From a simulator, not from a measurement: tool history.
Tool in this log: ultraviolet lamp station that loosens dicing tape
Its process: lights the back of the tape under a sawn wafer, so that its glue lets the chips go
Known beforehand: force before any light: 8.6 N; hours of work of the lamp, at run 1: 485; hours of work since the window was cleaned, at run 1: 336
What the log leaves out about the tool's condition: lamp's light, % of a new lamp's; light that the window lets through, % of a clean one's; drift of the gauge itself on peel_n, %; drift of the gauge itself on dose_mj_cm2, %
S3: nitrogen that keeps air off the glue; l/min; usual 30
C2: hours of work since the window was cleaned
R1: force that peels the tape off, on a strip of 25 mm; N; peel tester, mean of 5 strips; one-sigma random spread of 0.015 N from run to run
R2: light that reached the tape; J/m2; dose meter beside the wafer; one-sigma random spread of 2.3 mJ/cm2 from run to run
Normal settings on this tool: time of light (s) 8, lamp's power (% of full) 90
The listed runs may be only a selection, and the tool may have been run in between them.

run 1 hour=0.0 | time_of_light_(s)=8 lamp's_power_(%_of_full)=90 S3=30 | hours_of_work_of_the_lamp=485 C2=336 | R1=0.690 R2=2370
run 2 hour=18.1 | time_of_light_(s)=8 lamp's_power_(%_of_full)=90 S3=30 | hours_of_work_of_the_lamp=494 C2=346 | R1=0.745 R2=2330
run 3 hour=41.6 | time_of_light_(s)=8 lamp's_power_(%_of_full)=90 S3=30 | hours_of_work_of_the_lamp=506 C2=358 | R1=0.741 R2=2340
run 4 hour=56.0 | time_of_light_(s)=8 lamp's_power_(%_of_full)=90 S3=30 | hours_of_work_of_the_lamp=514 C2=365 | R1=0.698 R2=2320
run 5 hour=72.1 | time_of_light_(s)=8 lamp's_power_(%_of_full)=90 S3=30 | hours_of_work_of_the_lamp=522 C2=374 | R1=0.721 R2=2310
run 6 hour=95.0 | time_of_light_(s)=8 lamp's_power_(%_of_full)=90 S3=30 | hours_of_work_of_the_lamp=534 C2=386 | R1=0.712 R2=2330
run 7 hour=120.5 | time_of_light_(s)=8 lamp's_power_(%_of_full)=90 S3=30 | hours_of_work_of_the_lamp=547 C2=399 | R1=0.689 R2=2370
run 8 hour=139.3 | time_of_light_(s)=8 lamp's_power_(%_of_full)=90 S3=30 | hours_of_work_of_the_lamp=557 C2=409 | R1=0.709 R2=2340
run 9 hour=154.6 | time_of_light_(s)=8 lamp's_power_(%_of_full)=85 S3=30 | hours_of_work_of_the_lamp=565 C2=417 | R1=0.823 R2=2240
run 10 hour=173.9 | time_of_light_(s)=8 lamp's_power_(%_of_full)=90 S3=30 | hours_of_work_of_the_lamp=575 C2=427 | R1=0.690 R2=2400
run 11 hour=191.4 | time_of_light_(s)=8 lamp's_power_(%_of_full)=90 S3=30 | hours_of_work_of_the_lamp=585 C2=436 | R1=0.701 R2=2320
run 12 hour=212.6 | time_of_light_(s)=8 lamp's_power_(%_of_full)=90 S3=30 | hours_of_work_of_the_lamp=596 C2=447 | R1=0.739 R2=2380
run 13 hour=226.3 | time_of_light_(s)=8 lamp's_power_(%_of_full)=90 S3=30 | hours_of_work_of_the_lamp=603 C2=454 | R1=0.716 R2=2370
-- hour=233.8 window cleaned of glue's vapour
run 14 hour=244.8 | time_of_light_(s)=9 lamp's_power_(%_of_full)=90 S3=30 | hours_of_work_of_the_lamp=612 C2=6 | R1=0.561 R2=2630
run 15 hour=261.5 | time_of_light_(s)=9 lamp's_power_(%_of_full)=90 S3=30 | hours_of_work_of_the_lamp=621 C2=14 | R1=0.559 R2=2640
run 16 hour=286.1 | time_of_light_(s)=8 lamp's_power_(%_of_full)=67 S3=30 | hours_of_work_of_the_lamp=634 C2=27 | R1=1.333 R2=1760
run 17 hour=305.4 | time_of_light_(s)=8 lamp's_power_(%_of_full)=97 S3=30 | hours_of_work_of_the_lamp=644 C2=37 | R1=0.629 R2=2460
run 18 hour=325.4 | time_of_light_(s)=14 lamp's_power_(%_of_full)=90 S3=30 | hours_of_work_of_the_lamp=654 C2=48 | R1=0.223 R2=4080
run 19 hour=339.5 | time_of_light_(s)=14 lamp's_power_(%_of_full)=90 S3=30 | hours_of_work_of_the_lamp=662 C2=55 | R1=0.231 R2=4140
run 20 hour=360.4 | time_of_light_(s)=14 lamp's_power_(%_of_full)=90 S3=30 | hours_of_work_of_the_lamp=673 C2=66 | R1=0.231 R2=4090
run 21 hour=372.4 | time_of_light_(s)=8 lamp's_power_(%_of_full)=90 S3=30 | hours_of_work_of_the_lamp=679 C2=72 | R1=0.738 R2=2360
run 22 hour=390.1 | time_of_light_(s)=8 lamp's_power_(%_of_full)=90 S3=30 | hours_of_work_of_the_lamp=688 C2=82 | R1=0.744 R2=2370
run 23 hour=407.2 | time_of_light_(s)=5 lamp's_power_(%_of_full)=87 S3=45 | hours_of_work_of_the_lamp=697 C2=91 | R1=1.519 R2=1430
run 24 hour=431.5 | time_of_light_(s)=5 lamp's_power_(%_of_full)=87 S3=45 | hours_of_work_of_the_lamp=710 C2=103 | R1=1.444 R2=1400
run 25 hour=448.2 | time_of_light_(s)=8 lamp's_power_(%_of_full)=70 S3=30 | hours_of_work_of_the_lamp=719 C2=112 | R1=1.203 R2=1820
run 26 hour=460.6 | time_of_light_(s)=8 lamp's_power_(%_of_full)=70 S3=30 | hours_of_work_of_the_lamp=725 C2=119 | R1=1.202 R2=1850
run 27 hour=484.4 | time_of_light_(s)=5 lamp's_power_(%_of_full)=90 S3=58 | hours_of_work_of_the_lamp=737 C2=131 | R1=1.222 R2=1460
run 28 hour=507.0 | time_of_light_(s)=4 lamp's_power_(%_of_full)=89 S3=14 | hours_of_work_of_the_lamp=749 C2=143 | R1=3.294 R2=1140
run 29 hour=529.0 | time_of_light_(s)=6 lamp's_power_(%_of_full)=85 S3=52 | hours_of_work_of_the_lamp=761 C2=154 | R1=0.979 R2=1650
run 30 hour=550.6 | time_of_light_(s)=6 lamp's_power_(%_of_full)=85 S3=52 | hours_of_work_of_the_lamp=772 C2=166 | R1=1.000 R2=1670
run 31 hour=568.6 | time_of_light_(s)=6 lamp's_power_(%_of_full)=85 S3=52 | hours_of_work_of_the_lamp=782 C2=175 | R1=1.039 R2=1650
run 32 hour=582.2 | time_of_light_(s)=6 lamp's_power_(%_of_full)=85 S3=52 | hours_of_work_of_the_lamp=789 C2=182 | R1=1.008 R2=1690
run 33 hour=595.3 | time_of_light_(s)=6 lamp's_power_(%_of_full)=61 S3=13 | hours_of_work_of_the_lamp=795 C2=189 | R1=3.322 R2=1180
run 34 hour=616.7 | time_of_light_(s)=6 lamp's_power_(%_of_full)=61 S3=13 | hours_of_work_of_the_lamp=807 C2=200 | R1=3.380 R2=1150
run 35 hour=640.5 | time_of_light_(s)=6 lamp's_power_(%_of_full)=61 S3=13 | hours_of_work_of_the_lamp=819 C2=213 | R1=3.185 R2=1180
run 36 hour=660.6 | time_of_light_(s)=6 lamp's_power_(%_of_full)=79 S3=14 | hours_of_work_of_the_lamp=830 C2=223 | R1=2.466 R2=1530
run 37 hour=684.3 | time_of_light_(s)=6 lamp's_power_(%_of_full)=79 S3=14 | hours_of_work_of_the_lamp=842 C2=235 | R1=2.443 R2=1570
run 38 hour=699.9 | time_of_light_(s)=6 lamp's_power_(%_of_full)=64 S3=20 | hours_of_work_of_the_lamp=850 C2=244 | R1=2.515 R2=1250
run 39 hour=717.0 | time_of_light_(s)=8 lamp's_power_(%_of_full)=89 S3=20 | hours_of_work_of_the_lamp=859 C2=253 | R1=1.016 R2=2320
run 40 hour=738.6 | time_of_light_(s)=14 lamp's_power_(%_of_full)=81 S3=24 | hours_of_work_of_the_lamp=870 C2=264 | R1=0.326 R2=3760
run 41 hour=759.3 | time_of_light_(s)=14 lamp's_power_(%_of_full)=77 S3=18 | hours_of_work_of_the_lamp=881 C2=275 | R1=0.477 R2=3540
run 42 hour=775.2 | time_of_light_(s)=5 lamp's_power_(%_of_full)=97 S3=12 | hours_of_work_of_the_lamp=890 C2=283 | R1=2.532 R2=1590
run 43 hour=790.1 | time_of_light_(s)=5 lamp's_power_(%_of_full)=97 S3=12 | hours_of_work_of_the_lamp=897 C2=291 | R1=2.561 R2=1610

Hidden state at the last listed run before each entry between runs and at the first one after, where it differs:
Run 13 -> run 14: window cleaned of glue's vapour (hour 233.8)
  light that the window lets through, % of a clean one's: 99.8 -> 100
